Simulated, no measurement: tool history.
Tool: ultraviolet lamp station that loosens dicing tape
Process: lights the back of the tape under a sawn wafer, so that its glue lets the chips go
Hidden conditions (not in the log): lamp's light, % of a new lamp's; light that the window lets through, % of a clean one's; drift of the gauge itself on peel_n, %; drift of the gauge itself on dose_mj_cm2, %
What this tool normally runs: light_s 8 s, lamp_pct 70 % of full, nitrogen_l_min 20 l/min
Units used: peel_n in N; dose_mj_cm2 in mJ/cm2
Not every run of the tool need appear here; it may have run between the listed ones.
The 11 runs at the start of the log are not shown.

run	hour	light_s	lamp_pct	nitrogen_l_min	hours of work of the lamp	hours of work since the window was cleaned	peel_n	dose_mj_cm2
# hour 133.7: window cleaned of glue's vapour, once more
12	139.2	8	70	20	389	3	1.445	177
13	148.7	8	74	20	394	8	1.296	188
14	164.4	8	70	20	403	17	1.424	177
15	180.9	8	70	11	412	26	2.091	179
16	191.4	8	70	11	417	32	2.25	175
17	205.4	8	70	20	425	39	1.511	174
18	223.8	8	70	20	435	49	1.553	170
19	238.5	8	70	20	443	57	1.574	171
20	254.8	8	70	20	452	66	1.577	168
21	274	8	70	20	463	77	1.647	165
22	290.1	4	69	27	472	86	3.609	81
23	307.5	7	84	20	481	95	1.546	169
24	323.2	14	71	16	490	104	0.666	290
25	333.8	5	91	9	495	110	3.42	132
26	342.9	5	91	9	500	115	3.381	131
27	358.4	9	61	9	509	123	2.759	160
28	366.8	12	61	9	514	128	1.949	207
29	383.1	12	74	39	522	137	0.508	251
30	392.6	10	74	12	528	142	1.639	210

Run 31 has not been measured yet. What should we expect?
31	410.2	11	70	11	537	152	?	?

peel_n: 1.64 N
dose_mj_cm2: 215 mJ/cm2
On a tool with no hidden condition, and with the same random variation, this run would have come out at peel_n 0.818 N, dose_mj_cm2 315 mJ/cm2.

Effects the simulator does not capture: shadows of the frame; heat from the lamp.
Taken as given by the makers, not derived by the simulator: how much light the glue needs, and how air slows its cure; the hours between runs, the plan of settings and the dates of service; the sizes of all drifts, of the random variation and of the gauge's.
